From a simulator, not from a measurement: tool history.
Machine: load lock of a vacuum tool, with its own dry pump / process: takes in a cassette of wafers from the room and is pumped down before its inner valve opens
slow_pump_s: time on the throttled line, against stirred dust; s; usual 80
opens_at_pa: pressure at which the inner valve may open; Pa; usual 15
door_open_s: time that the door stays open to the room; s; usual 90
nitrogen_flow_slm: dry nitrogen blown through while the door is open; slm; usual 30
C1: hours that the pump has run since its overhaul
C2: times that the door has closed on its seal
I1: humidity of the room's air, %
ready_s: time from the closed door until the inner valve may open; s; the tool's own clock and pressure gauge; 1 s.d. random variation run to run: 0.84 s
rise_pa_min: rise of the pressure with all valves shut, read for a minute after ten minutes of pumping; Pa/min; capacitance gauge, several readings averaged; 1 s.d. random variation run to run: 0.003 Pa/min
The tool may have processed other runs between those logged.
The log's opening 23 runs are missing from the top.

Run 24, day 253.633: usual settings but slow_pump_s 42 s, opens_at_pa 29 Pa, door_open_s 130 s, nitrogen_flow_slm 8 slm; C1 20121; C2 37339; I1 47.1. Result: ready_s 106.8 s, rise_pa_min 0.259 Pa/min.
Run 25, day 262.971: usual settings but door_open_s 56 s, nitrogen_flow_slm 41 slm; C1 20345; C2 38145; I1 45.7. Result: ready_s 146.1 s, rise_pa_min 0.181 Pa/min.
Run 26, day 275.225: usual settings but door_open_s 56 s, nitrogen_flow_slm 41 slm; C1 20639; C2 39204; I1 47.1. Result: ready_s 142.6 s, rise_pa_min 0.198 Pa/min.
Run 27, day 285.221: usual settings but door_open_s 56 s, nitrogen_flow_slm 41 slm; C1 20879; C2 40068; I1 47.8. Result: ready_s 146.0 s, rise_pa_min 0.203 Pa/min.
Run 28, day 300.304: usual settings but door_open_s 56 s, nitrogen_flow_slm 21 slm; C1 21241; C2 41371; I1 46.5. Result: ready_s 145.6 s, rise_pa_min 0.226 Pa/min.
Run 29, day 308.092: usual settings but opens_at_pa 24 Pa, door_open_s 176 s, nitrogen_flow_slm 11 slm; C1 21428; C2 42043; I1 48.7. Result: ready_s 140.8 s, rise_pa_min 0.310 Pa/min.
Run 30, day 324.617: usual settings but opens_at_pa 24 Pa, door_open_s 176 s, nitrogen_flow_slm 11 slm; C1 21825; C2 43471; I1 42.4. Result: ready_s 141.0 s, rise_pa_min 0.301 Pa/min.
Run 31, day 336.112: usual settings but opens_at_pa 24 Pa, door_open_s 176 s, nitrogen_flow_slm 6 slm; C1 22101; C2 44464; I1 44.0. Result: ready_s 140.7 s, rise_pa_min 0.333 Pa/min.
Run 32, day 350.992: usual settings but slow_pump_s 129 s, opens_at_pa 11 Pa, door_open_s 53 s, nitrogen_flow_slm 42 slm; C1 22458; C2 45750; I1 48.8. Result: ready_s 188.8 s, rise_pa_min 0.234 Pa/min.
Run 33, day 358.304: usual settings but slow_pump_s 47 s, opens_at_pa 11 Pa, door_open_s 114 s, nitrogen_flow_slm 7 slm; C1 22633; C2 46382; I1 47.6. Result: ready_s 119.7 s, rise_pa_min 0.323 Pa/min.
At day 366.942: dry pump taken out, an overhauled one fitted.
Run 34, day 370.288: usual settings but opens_at_pa 18 Pa, door_open_s 119 s, nitrogen_flow_slm 11 slm; C1 80; C2 47396; I1 47.1. Result: ready_s 136.6 s, rise_pa_min 0.308 Pa/min.
Run 35, day 386.554: usual settings but opens_at_pa 18 Pa, door_open_s 119 s, nitrogen_flow_slm 11 slm; C1 471; C2 48801; I1 45.4. Result: ready_s 136.8 s, rise_pa_min 0.315 Pa/min.

Here are 5 independent what-if runs from the current tool condition. What would each one return?
Run A, day 397.821: usual settings but opens_at_pa 24 Pa, door_open_s 36 s, nitrogen_flow_slm 26 slm; C1 741; C2 49774; I1 43.0. Result: ready_s ?, rise_pa_min ?.
Run B, day 397.821: usual settings but slow_pump_s 79 s, opens_at_pa 19 Pa, nitrogen_flow_slm 9 slm; C1 741; C2 49774; I1 44.4. Result: ready_s ?, rise_pa_min ?.
Run C, day 397.821: usual settings but slow_pump_s 85 s, opens_at_pa 18 Pa, door_open_s 119 s, nitrogen_flow_slm 11 slm; C1 741; C2 49774; I1 43.9. Result: ready_s ?, rise_pa_min ?.
Run D, day 397.821: usual settings but opens_at_pa 27 Pa; C1 741; C2 49774; I1 45.9. Result: ready_s ?, rise_pa_min ?.
Run E, day 397.821: usual settings but opens_at_pa 18 Pa, door_open_s 119 s, nitrogen_flow_slm 17 slm; C1 741; C2 49774; I1 43.5. Result: ready_s ?, rise_pa_min ?.

run  ready_s  rise_pa_min
  A    135.2        0.266
  B    134.8        0.327
  C    142.1        0.331
  D    133.8        0.292
  E    137.0        0.315
The same runs, with their run-to-run variation unchanged, on a tool lacking any hidden condition would have given:
run  ready_s  rise_pa_min
  A    134.7        0.027
  B    134.5        0.082
  C    141.8        0.090
  D    133.3        0.051
  E    136.6        0.076

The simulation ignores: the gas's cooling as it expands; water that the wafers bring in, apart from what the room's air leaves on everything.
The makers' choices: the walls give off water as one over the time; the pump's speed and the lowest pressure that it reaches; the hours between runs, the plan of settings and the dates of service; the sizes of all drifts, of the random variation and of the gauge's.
